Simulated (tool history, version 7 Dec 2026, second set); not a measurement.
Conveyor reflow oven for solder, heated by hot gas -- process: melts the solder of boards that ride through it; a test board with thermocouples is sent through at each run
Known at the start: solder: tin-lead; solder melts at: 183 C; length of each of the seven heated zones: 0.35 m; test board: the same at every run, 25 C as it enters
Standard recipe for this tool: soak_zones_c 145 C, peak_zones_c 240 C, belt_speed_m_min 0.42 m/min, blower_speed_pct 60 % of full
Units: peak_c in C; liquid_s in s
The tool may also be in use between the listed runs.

run   hour  soak_zones_c  peak_zones_c  belt_speed_m_min  blower_speed_pct  peak_c  liquid_s
  1      0           145           240              0.42                60   219.7      80.1
  2   36.6           145           240              0.42                60   219.7      79.8
  3   62.9           145           236              0.42                60   216.6      75.6
  4   99.7           145           236              0.42                60     216      76.4
  5  122.1           145           236              0.42                60   216.9      74.9
  6  149.1           145           240              0.42                60   218.4      78.9
  7  183.6           145           240             0.343                60   225.6     105.8
  8  207.4           145           240             0.343                60   225.6     104.6
  9  234.3           145           232             0.343                60   217.4      97.8
 10  258.7           145           232             0.343                60   217.7      96.9
 11  279.7           145           232             0.343                61   217.7      96.6
 12  302.3           145           232             0.343                61   218.3      97.5
 13  334.3           145           232             0.343                61     217      97.6
     342.3  -- flux residue cleaned out of gas plates and filters
 14  376.3           145           240              0.42                60   214.6        73
 15  400.2           145           240              0.42                60   214.3      72.4
 16  417.5           142           235             0.442                59   206.3      56.9
 17  436.8           145           240             0.471                57     208      54.1
     448.4  -- flux residue cleaned out of gas plates and filters, once more
 18  468.2           145           240             0.367                57   222.9      96.5
 19  507.1           145           240             0.428                57     219      77.9
 20  531.5           149           240             0.428                87   225.9      87.5
 21  562.1           150           240             0.387                77   228.2        98
 22    602           150           240             0.387                77   226.6        98
 23  641.6           149           252              0.39                84   237.8     103.9
 24  676.6           149           252              0.39                84   237.5       103
 25  698.6           149           252              0.39                84   237.8     103.9
 26  734.4           145           244              0.42                60     222      82.4
 27  753.9           134           240             0.393                60   218.6        80
 28  788.8           144           228             0.436                64   207.2      63.1
 29  812.6           144           228             0.436                64   207.6      63.3
 30  832.7           138           251             0.417                64   226.7      83.9

Branching from run 30: 5 alternative next runs. What would each branch give?
  A  850.4           137           229             0.417                79       ?         ?
  B  850.4           138           251             0.417                57       ?         ?
  C  850.4           145           240             0.423                77       ?         ?
  D  850.4           158           245              0.42                53       ?         ?
  E  850.4           146           235             0.417                67       ?         ?

run  peak_c  liquid_s
  A   211.1      69.2
  B   224.1      82.3
  C   222.4      82.3
  D   222.4      90.3
  E   215.2      77.2
With no hidden state in the tool, these same runs would have given:
run  peak_c  liquid_s
  A   214.7      73.4
  B   227.7      84.9
  C     226      84.8
  D   225.4      92.2
  E   218.6      80.4
